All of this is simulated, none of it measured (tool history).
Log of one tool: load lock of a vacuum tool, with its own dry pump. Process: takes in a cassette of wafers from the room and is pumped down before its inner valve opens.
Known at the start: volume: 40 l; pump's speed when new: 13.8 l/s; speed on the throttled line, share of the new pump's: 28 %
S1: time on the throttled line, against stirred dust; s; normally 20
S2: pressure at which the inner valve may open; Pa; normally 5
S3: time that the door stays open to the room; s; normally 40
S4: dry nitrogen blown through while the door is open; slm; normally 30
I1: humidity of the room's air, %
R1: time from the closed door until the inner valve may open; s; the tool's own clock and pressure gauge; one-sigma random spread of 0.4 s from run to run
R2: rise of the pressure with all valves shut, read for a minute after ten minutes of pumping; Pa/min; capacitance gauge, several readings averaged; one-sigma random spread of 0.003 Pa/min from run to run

run,day,S1,S2,S3,S4,I1,R1,R2
1,0.000,20,5,40,30,40.3,43.2,0.033
2,8.504,20,5,153,30,42.3,43.4,0.070
3,15.417,20,5,181,30,45.0,43.4,0.083
4,28.542,20,5,37,30,43.2,43.6,0.028
5,36.404,20,5,40,30,40.2,43.2,0.032
6,44.204,20,5,40,39,45.3,43.5,0.028
7,55.821,20,5,75,30,43.8,43.3,0.038
8,61.879,20,5,75,30,45.7,43.0,0.045
9,70.696,20,5,75,30,45.6,43.0,0.044
10,78.508,16,4,27,5,44.7,41.5,0.036

For run 11, what comes out?
11,84.738,30,5,27,5,46.2,?,?

Run 11 yielded R1 49.8 s, R2 0.037 Pa/min.
With the hidden condition absent and the run-to-run variation left alone, this run would have shown R1 49.8 s, R2 0.037 Pa/min.
